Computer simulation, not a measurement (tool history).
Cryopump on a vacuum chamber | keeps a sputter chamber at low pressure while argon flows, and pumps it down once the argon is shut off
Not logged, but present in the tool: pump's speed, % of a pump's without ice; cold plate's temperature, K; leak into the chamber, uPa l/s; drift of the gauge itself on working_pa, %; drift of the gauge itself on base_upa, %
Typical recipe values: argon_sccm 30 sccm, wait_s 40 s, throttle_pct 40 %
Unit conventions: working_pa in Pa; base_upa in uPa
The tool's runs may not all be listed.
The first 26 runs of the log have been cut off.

run	hour	argon_sccm	wait_s	throttle_pct	hours of work since the pump was warmed up and emptied	hours of work since the cold head was overhauled	hours of work since the chamber's fittings were tightened	working_pa	base_upa
27	1708.7	36	67	41	371	1556	1864	0.1315	3.48
28	1791.4	41	67	16	411	1596	1903	0.3759	3.52
29	1862.8	41	67	16	445	1630	1937	0.3742	3.64
30	1911.5	15	131	18	468	1653	1961	0.1223	2.81
31	1959.3	21	221	41	491	1676	1983	0.0757	2.56
32	2023.6	21	198	41	522	1707	2014	0.0761	2.63
33	2092.1	21	74	55	555	1739	2047	0.0583	3.68
34	2147.6	30	98	39	581	1766	2074	0.1159	3.25

Below are 4 alternative next runs, each starting from the tool's condition after run 34. Predict each:
A	2225.3	14	159	50	618	1803	2111	?	?
B	2225.3	30	177	39	618	1803	2111	?	?
C	2225.3	30	40	20	618	1803	2111	?	?
D	2225.3	51	163	39	618	1803	2111	?	?

run	working_pa	base_upa
A	0.0428	2.86
B	0.1167	2.91
C	0.2204	4.63
D	0.1966	2.88
Without the tool's hidden state the same runs would have given:
run	working_pa	base_upa
A	0.0402	0.88
B	0.111	0.88
C	0.2147	2.68
D	0.1869	0.88
